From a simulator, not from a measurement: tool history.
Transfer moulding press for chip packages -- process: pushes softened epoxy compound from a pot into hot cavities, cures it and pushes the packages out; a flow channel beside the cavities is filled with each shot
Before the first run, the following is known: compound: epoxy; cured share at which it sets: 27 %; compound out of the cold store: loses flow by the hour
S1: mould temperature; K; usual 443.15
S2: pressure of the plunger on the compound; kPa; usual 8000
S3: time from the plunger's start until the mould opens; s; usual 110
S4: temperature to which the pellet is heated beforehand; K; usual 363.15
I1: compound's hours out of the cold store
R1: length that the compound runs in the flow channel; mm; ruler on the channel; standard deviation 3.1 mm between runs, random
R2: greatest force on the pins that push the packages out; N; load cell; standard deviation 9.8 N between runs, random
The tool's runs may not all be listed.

run	day	S1	S2	S3	S4	I1	R1	R2
1	0	443.15	8000	110	363.15	34.3	768	822
2	1.167	443.15	8000	110	363.15	27.3	791	968
3	2.179	443.15	8000	110	363.15	26.3	789	977
4	2.929	444.15	8000	110	363.15	33.6	758	929
# day 3.812: cavities cleaned with cleaning compound and waxed
5	3.879	445.15	8000	110	363.15	11.9	833	425
6	5.029	445.15	8000	110	363.15	14.2	818	717
7	6.367	445.15	8000	110	363.15	20	798	846
8	7.229	443.15	8000	110	363.15	45.4	717	954
# day 8.196: mould's thermocouples calibrated
9	8.196	443.15	8000	110	363.15	27.6	774	1095
# day 8.854: cavities cleaned with cleaning compound and waxed
10	9.346	443.15	8000	148	363.15	10.1	835	424
11	10.254	443.15	9570	110	363.15	45.5	774	803
# day 10.571: mould's thermocouples calibrated, once more
12	11.25	443.15	9570	110	367.15	8.7	912	916
13	12.158	443.15	8000	110	363.15	45.5	701	902
14	13.396	443.15	8000	110	363.15	31.7	741	999
# day 13.917: cavities cleaned with cleaning compound and waxed
15	14.179	443.15	8000	110	363.15	35.1	729	492
16	15.079	444.15	8000	119	363.15	33.3	727	604
17	15.888	450.15	6260	98	358.15	38.3	617	706
18	17.212	442.15	9500	93	361.15	27.8	818	1494
19	18.308	441.15	9390	116	366.15	46.2	743	959
# day 18.971: cavities cleaned with cleaning compound and waxed
20	19.312	441.15	9390	116	366.15	18.2	847	586
21	20.517	441.15	9390	116	366.15	12.7	859	885
22	21.425	443.15	7090	110	363.15	30.4	681	920
# day 21.983: plunger's sealing rings changed
23	22.946	443.15	7090	110	363.15	13.3	795	1034
24	23.892	435.15	7610	116	360.15	14.7	843	1730

For run 25, what comes out?
# day 24.071: cavities cleaned with cleaning compound and waxed
25	25.292	436.15	8000	128	367.15	44.8	?	?

{"run 25": {"R1": 748, "R2": 873}}
Had the tool carried no hidden state, the very same run would have given R1 757 mm, R2 496 N.
